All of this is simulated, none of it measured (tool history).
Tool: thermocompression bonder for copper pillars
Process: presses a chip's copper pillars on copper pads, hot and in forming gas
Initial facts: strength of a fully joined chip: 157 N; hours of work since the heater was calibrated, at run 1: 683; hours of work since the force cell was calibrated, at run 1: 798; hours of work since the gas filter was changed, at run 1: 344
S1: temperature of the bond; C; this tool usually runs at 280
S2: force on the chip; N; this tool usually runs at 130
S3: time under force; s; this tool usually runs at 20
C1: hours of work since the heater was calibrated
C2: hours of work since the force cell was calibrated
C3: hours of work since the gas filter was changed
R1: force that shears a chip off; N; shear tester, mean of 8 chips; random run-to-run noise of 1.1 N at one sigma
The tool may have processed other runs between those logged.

{"run": 1, "hour": 0.0, "S1": 280, "S2": 130, "S3": 20, "C1": 683, "C2": 798, "C3": 344, "R1": 93.1}
{"run": 2, "hour": 28.9, "S1": 280, "S2": 130, "S3": 20, "C1": 699, "C2": 814, "C3": 360, "R1": 89.9}
{"run": 3, "hour": 90.7, "S1": 280, "S2": 130, "S3": 20, "C1": 733, "C2": 849, "C3": 395, "R1": 92.6}
{"run": 4, "hour": 118.9, "S1": 280, "S2": 130, "S3": 19, "C1": 749, "C2": 864, "C3": 411, "R1": 91.1}
{"run": 5, "hour": 148.2, "S1": 280, "S2": 130, "S3": 20, "C1": 765, "C2": 881, "C3": 427, "R1": 90.6}
{"run": 6, "hour": 213.7, "S1": 280, "S2": 130, "S3": 17, "C1": 802, "C2": 917, "C3": 463, "R1": 86.3}
{"hour": 220.7, "done": "heater calibrated with a thermocouple chip"}
{"hour": 227.3, "done": "forming gas filter changed"}
{"run": 7, "hour": 283.2, "S1": 280, "S2": 130, "S3": 17, "C1": 35, "C2": 955, "C3": 31, "R1": 95}
{"run": 8, "hour": 343.1, "S1": 298, "S2": 130, "S3": 20, "C1": 68, "C2": 988, "C3": 65, "R1": 116.9}
{"run": 9, "hour": 375.3, "S1": 298, "S2": 130, "S3": 20, "C1": 86, "C2": 1006, "C3": 82, "R1": 118.4}
{"run": 10, "hour": 429.5, "S1": 298, "S2": 130, "S3": 20, "C1": 116, "C2": 1036, "C3": 113, "R1": 117.3}
{"run": 11, "hour": 496.3, "S1": 305, "S2": 130, "S3": 19, "C1": 153, "C2": 1073, "C3": 150, "R1": 121}
{"run": 12, "hour": 534.1, "S1": 305, "S2": 130, "S3": 19, "C1": 174, "C2": 1094, "C3": 171, "R1": 120}
{"hour": 574.7, "done": "heater calibrated with a thermocouple chip, once more"}
{"run": 13, "hour": 596.1, "S1": 305, "S2": 130, "S3": 19, "C1": 12, "C2": 1128, "C3": 204, "R1": 115.3}
{"run": 14, "hour": 646.1, "S1": 305, "S2": 130, "S3": 19, "C1": 40, "C2": 1156, "C3": 232, "R1": 114}
{"run": 15, "hour": 707.6, "S1": 261, "S2": 130, "S3": 25, "C1": 74, "C2": 1190, "C3": 267, "R1": 79.6}
{"run": 16, "hour": 752.7, "S1": 265, "S2": 170, "S3": 15, "C1": 99, "C2": 1215, "C3": 292, "R1": 87.2}
{"run": 17, "hour": 807.3, "S1": 273, "S2": 130, "S3": 55, "C1": 130, "C2": 1246, "C3": 322, "R1": 111.6}

Each row is a separate what-if for the run after 17, all from the same tool condition, not one after another. Results?
{"run": "A", "hour": 836.2, "S1": 294, "S2": 104, "S3": 45, "C1": 146, "C2": 1262, "C3": 338, "R1": "?"}
{"run": "B", "hour": 836.2, "S1": 309, "S2": 127, "S3": 20, "C1": 146, "C2": 1262, "C3": 338, "R1": "?"}
{"run": "C", "hour": 836.2, "S1": 280, "S2": 167, "S3": 12, "C1": 146, "C2": 1262, "C3": 338, "R1": "?"}

run=A R1=109.8
run=B R1=115.3
run=C R1=94.4
Without the tool's hidden state the same runs would have given:
run=A R1=113.3
run=B R1=119.4
run=C R1=96.6

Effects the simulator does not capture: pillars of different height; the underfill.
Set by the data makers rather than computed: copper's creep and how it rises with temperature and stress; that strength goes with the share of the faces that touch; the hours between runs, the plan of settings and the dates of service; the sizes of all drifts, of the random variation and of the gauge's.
